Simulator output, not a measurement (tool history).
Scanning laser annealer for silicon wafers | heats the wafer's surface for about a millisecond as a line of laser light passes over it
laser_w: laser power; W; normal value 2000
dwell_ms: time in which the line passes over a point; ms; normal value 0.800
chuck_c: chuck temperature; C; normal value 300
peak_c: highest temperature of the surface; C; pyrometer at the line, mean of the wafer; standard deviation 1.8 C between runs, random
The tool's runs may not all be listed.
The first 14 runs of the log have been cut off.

run,hour,laser_w,dwell_ms,chuck_c,peak_c
15,670.7,2000,0.800,300,1025
16,733.1,2000,0.800,300,1024
17,793.9,2000,0.800,300,1025
# hour 827.9: window over the wafer cleaned
18,828.5,2000,0.800,300,1023
19,875.2,2000,0.800,300,1024
20,934.1,2000,0.607,300,936
21,974.6,2000,0.607,300,933
22,1021.1,2133,0.695,275,997
23,1056.5,2002,0.677,272,938
24,1117.7,1873,0.763,299,962
25,1165.2,1707,0.744,301,901
26,1230.8,2094,0.580,303,954
27,1260.8,1844,0.857,307,998
28,1300.9,1964,0.800,327,1039
29,1355.5,1995,0.946,282,1061
# hour 1372.9: window over the wafer cleaned
30,1414.4,1995,0.946,282,1063
31,1480.1,2061,0.862,300,1075
32,1522.8,2127,0.779,273,1034
# hour 1532.3: optics aligned, line set to its width
33,1564.4,2127,0.921,273,1094
34,1615.0,2127,0.921,273,1091
35,1647.8,1774,0.812,335,982
36,1682.8,2000,0.894,273,1036
37,1726.9,2000,0.894,273,1035

Forecast run 38:
38,1776.5,2025,0.924,300,?

Run 38 came out at peak_c 1085 C.
On a tool with no hidden condition, and with the same random variation, this run would have come out at peak_c 1086 C.
